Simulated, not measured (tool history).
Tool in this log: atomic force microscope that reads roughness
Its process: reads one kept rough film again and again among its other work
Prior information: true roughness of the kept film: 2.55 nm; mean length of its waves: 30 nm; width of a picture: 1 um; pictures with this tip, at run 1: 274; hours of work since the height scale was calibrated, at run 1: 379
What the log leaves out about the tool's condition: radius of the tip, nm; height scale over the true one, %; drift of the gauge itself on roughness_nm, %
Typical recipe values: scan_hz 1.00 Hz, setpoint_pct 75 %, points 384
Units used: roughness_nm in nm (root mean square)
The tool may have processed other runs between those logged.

| run | hour | scan_hz | setpoint_pct | points | pictures with this tip | hours of work since the height scale was calibrated | roughness_nm |
|---|---|---|---|---|---|---|---|
| 1 | 0.0 | 1.00 | 75 | 384 | 274 | 379 | 1.993 |
| 2 | 8.8 | 1.00 | 75 | 384 | 285 | 385 | 1.970 |
| 3 | 24.6 | 1.00 | 75 | 384 | 305 | 396 | 1.964 |
| 4 | 40.0 | 1.00 | 75 | 384 | 325 | 408 | 1.938 |
| 5 | 47.8 | 1.00 | 75 | 384 | 335 | 413 | 1.952 |
| 6 | 58.0 | 1.00 | 75 | 384 | 348 | 421 | 1.936 |
| 7 | 69.2 | 1.00 | 61 | 384 | 362 | 429 | 1.982 |
| 8 | 85.2 | 1.00 | 61 | 384 | 383 | 441 | 1.984 |
| 9 | 94.9 | 1.00 | 68 | 384 | 395 | 448 | 1.949 |
|  | 96.2 | new tip fitted |
| 10 | 105.4 | 1.00 | 68 | 384 | 12 | 455 | 2.269 |
| 11 | 112.8 | 1.00 | 72 | 384 | 21 | 460 | 2.219 |
| 12 | 120.4 | 0.90 | 72 | 384 | 31 | 466 | 2.236 |
| 13 | 133.4 | 0.90 | 72 | 384 | 47 | 475 | 2.214 |
| 14 | 143.7 | 0.90 | 72 | 384 | 61 | 483 | 2.205 |
| 15 | 155.7 | 1.00 | 75 | 777 | 76 | 492 | 2.149 |
| 16 | 166.7 | 1.00 | 66 | 533 | 90 | 499 | 2.209 |
| 17 | 181.2 | 1.57 | 75 | 260 | 108 | 510 | 2.036 |
| 18 | 196.0 | 3.98 | 75 | 331 | 127 | 521 | 1.759 |
| 19 | 209.8 | 0.76 | 67 | 467 | 145 | 531 | 2.166 |
| 20 | 220.3 | 1.75 | 71 | 384 | 158 | 538 | 2.022 |
| 21 | 236.3 | 0.81 | 87 | 425 | 178 | 550 | 2.011 |
| 22 | 246.7 | 3.50 | 74 | 486 | 192 | 558 | 1.775 |
| 23 | 259.3 | 3.60 | 62 | 384 | 208 | 567 | 1.948 |

Run 24 comes next. What will it give?
| 24 | 268.3 | 3.60 | 65 | 384 | 219 | 573 | ? |

roughness_nm: 1.889 nm (root mean square)
If the tool had no hidden condition, the same run with the same run-to-run variation would have returned roughness_nm 2.092 nm (root mean square).
